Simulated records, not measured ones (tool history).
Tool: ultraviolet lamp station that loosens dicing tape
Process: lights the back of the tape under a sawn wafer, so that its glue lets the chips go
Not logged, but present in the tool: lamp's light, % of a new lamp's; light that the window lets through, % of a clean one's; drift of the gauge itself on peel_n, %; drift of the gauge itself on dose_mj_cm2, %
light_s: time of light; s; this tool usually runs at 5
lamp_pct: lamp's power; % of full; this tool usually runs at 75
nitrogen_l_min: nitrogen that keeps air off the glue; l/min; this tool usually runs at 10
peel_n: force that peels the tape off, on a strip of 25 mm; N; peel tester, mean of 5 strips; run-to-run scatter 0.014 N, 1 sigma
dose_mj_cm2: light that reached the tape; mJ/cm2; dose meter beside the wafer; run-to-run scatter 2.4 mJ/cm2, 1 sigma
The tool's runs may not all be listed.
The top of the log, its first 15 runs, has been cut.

| run | hour | light_s | lamp_pct | nitrogen_l_min | hours of work of the lamp | hours of work since the window was cleaned | peel_n | dose_mj_cm2 |
|---|---|---|---|---|---|---|---|---|
| 16 | 219.3 | 5 | 75 | 10 | 166 | 192 | 0.851 | 232 |
| 17 | 235.3 | 5 | 75 | 10 | 173 | 200 | 0.816 | 228 |
| 18 | 244.7 | 5 | 67 | 10 | 178 | 204 | 0.984 | 204 |
| 19 | 257.7 | 5 | 67 | 10 | 184 | 210 | 0.996 | 199 |
| 20 | 267.2 | 5 | 75 | 8 | 188 | 214 | 0.967 | 220 |
| 21 | 282.4 | 5 | 75 | 8 | 195 | 221 | 1.017 | 224 |
| 22 | 292 | 5 | 75 | 8 | 200 | 226 | 1.021 | 223 |
| 23 | 308 | 5 | 75 | 8 | 207 | 233 | 1.04 | 216 |
| 24 | 320.6 | 4 | 84 | 15 | 213 | 239 | 0.859 | 194 |
| 25 | 338.5 | 4 | 84 | 15 | 221 | 247 | 0.858 | 192 |
| 26 | 349.3 | 4 | 84 | 15 | 226 | 252 | 0.846 | 191 |

What will run 27 give?
| 27 | 362.4 | 8 | 62 | 9 | 232 | 258 | ? | ? |

{"run 27": {"peel_n": 0.656, "dose_mj_cm2": 281}}
Were there no unlogged condition in the tool, this run, its random variation unchanged, would have produced peel_n 0.443 N, dose_mj_cm2 360 mJ/cm2.
